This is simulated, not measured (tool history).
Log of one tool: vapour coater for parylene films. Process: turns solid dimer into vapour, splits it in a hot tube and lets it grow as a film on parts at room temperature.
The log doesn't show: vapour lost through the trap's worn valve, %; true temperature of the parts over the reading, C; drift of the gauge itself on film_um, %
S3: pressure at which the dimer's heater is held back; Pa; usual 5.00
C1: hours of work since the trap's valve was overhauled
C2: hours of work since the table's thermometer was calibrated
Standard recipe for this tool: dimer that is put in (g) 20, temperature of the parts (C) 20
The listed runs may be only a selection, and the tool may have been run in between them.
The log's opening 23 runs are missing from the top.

run 24 hour=276.9 | dimer_that_is_put_in_(g)=20 temperature_of_the_parts_(C)=14 S3=10.30 | C1=174 C2=178 | thickness_of_the_film_(µm)=5.14
run 25 hour=287.4 | dimer_that_is_put_in_(g)=20 temperature_of_the_parts_(C)=17 S3=2.13 | C1=179 C2=183 | thickness_of_the_film_(µm)=5.19
run 26 hour=300.9 | dimer_that_is_put_in_(g)=20 temperature_of_the_parts_(C)=27 S3=2.13 | C1=185 C2=189 | thickness_of_the_film_(µm)=3.40
run 27 hour=317.7 | dimer_that_is_put_in_(g)=35 temperature_of_the_parts_(C)=30 S3=7.83 | C1=193 C2=197 | thickness_of_the_film_(µm)=4.70
run 28 hour=329.0 | dimer_that_is_put_in_(g)=20 temperature_of_the_parts_(C)=16 S3=7.72 | C1=198 C2=202 | thickness_of_the_film_(µm)=4.74
run 29 hour=341.4 | dimer_that_is_put_in_(g)=20 temperature_of_the_parts_(C)=22 S3=6.09 | C1=204 C2=208 | thickness_of_the_film_(µm)=3.86
run 30 hour=354.8 | dimer_that_is_put_in_(g)=19 temperature_of_the_parts_(C)=20 S3=2.30 | C1=210 C2=214 | thickness_of_the_film_(µm)=4.31
run 31 hour=365.7 | dimer_that_is_put_in_(g)=15 temperature_of_the_parts_(C)=24 S3=3.66 | C1=215 C2=219 | thickness_of_the_film_(µm)=2.72
run 32 hour=375.9 | dimer_that_is_put_in_(g)=15 temperature_of_the_parts_(C)=24 S3=3.66 | C1=220 C2=224 | thickness_of_the_film_(µm)=2.71
run 33 hour=383.3 | dimer_that_is_put_in_(g)=15 temperature_of_the_parts_(C)=24 S3=3.66 | C1=223 C2=227 | thickness_of_the_film_(µm)=2.78
run 34 hour=393.5 | dimer_that_is_put_in_(g)=24 temperature_of_the_parts_(C)=21 S3=2.31 | C1=228 C2=232 | thickness_of_the_film_(µm)=5.15
run 35 hour=407.7 | dimer_that_is_put_in_(g)=32 temperature_of_the_parts_(C)=22 S3=5.00 | C1=234 C2=238 | thickness_of_the_film_(µm)=6.14
run 36 hour=424.2 | dimer_that_is_put_in_(g)=32 temperature_of_the_parts_(C)=32 S3=7.95 | C1=242 C2=246 | thickness_of_the_film_(µm)=3.83
run 37 hour=432.0 | dimer_that_is_put_in_(g)=32 temperature_of_the_parts_(C)=16 S3=7.95 | C1=246 C2=250 | thickness_of_the_film_(µm)=7.49
run 38 hour=446.9 | dimer_that_is_put_in_(g)=26 temperature_of_the_parts_(C)=20 S3=5.14 | C1=253 C2=257 | thickness_of_the_film_(µm)=5.41
run 39 hour=455.2 | dimer_that_is_put_in_(g)=25 temperature_of_the_parts_(C)=17 S3=2.07 | C1=256 C2=260 | thickness_of_the_film_(µm)=6.33

Branching from run 39: 5 alternative next runs. What would each branch give?
run A hour=468.8 | dimer_that_is_put_in_(g)=15 temperature_of_the_parts_(C)=17 S3=2.48 | C1=263 C2=267 | thickness_of_the_film_(µm)=?
run B hour=468.8 | dimer_that_is_put_in_(g)=10 temperature_of_the_parts_(C)=20 S3=3.47 | C1=263 C2=267 | thickness_of_the_film_(µm)=?
run C hour=468.8 | dimer_that_is_put_in_(g)=10 temperature_of_the_parts_(C)=13 S3=7.70 | C1=263 C2=267 | thickness_of_the_film_(µm)=?
run D hour=468.8 | dimer_that_is_put_in_(g)=34 temperature_of_the_parts_(C)=20 S3=5.00 | C1=263 C2=267 | thickness_of_the_film_(µm)=?
run E hour=468.8 | dimer_that_is_put_in_(g)=14 temperature_of_the_parts_(C)=17 S3=2.07 | C1=263 C2=267 | thickness_of_the_film_(µm)=?

run=A thickness_of_the_film_(µm)=3.74
run=B thickness_of_the_film_(µm)=2.14
run=C thickness_of_the_film_(µm)=2.64
run=D thickness_of_the_film_(µm)=7.07
run=E thickness_of_the_film_(µm)=3.55
Without the tool's unlogged condition, the same runs would have read:
run=A thickness_of_the_film_(µm)=4.05
run=B thickness_of_the_film_(µm)=2.32
run=C thickness_of_the_film_(µm)=2.86
run=D thickness_of_the_film_(µm)=7.66
run=E thickness_of_the_film_(µm)=3.85
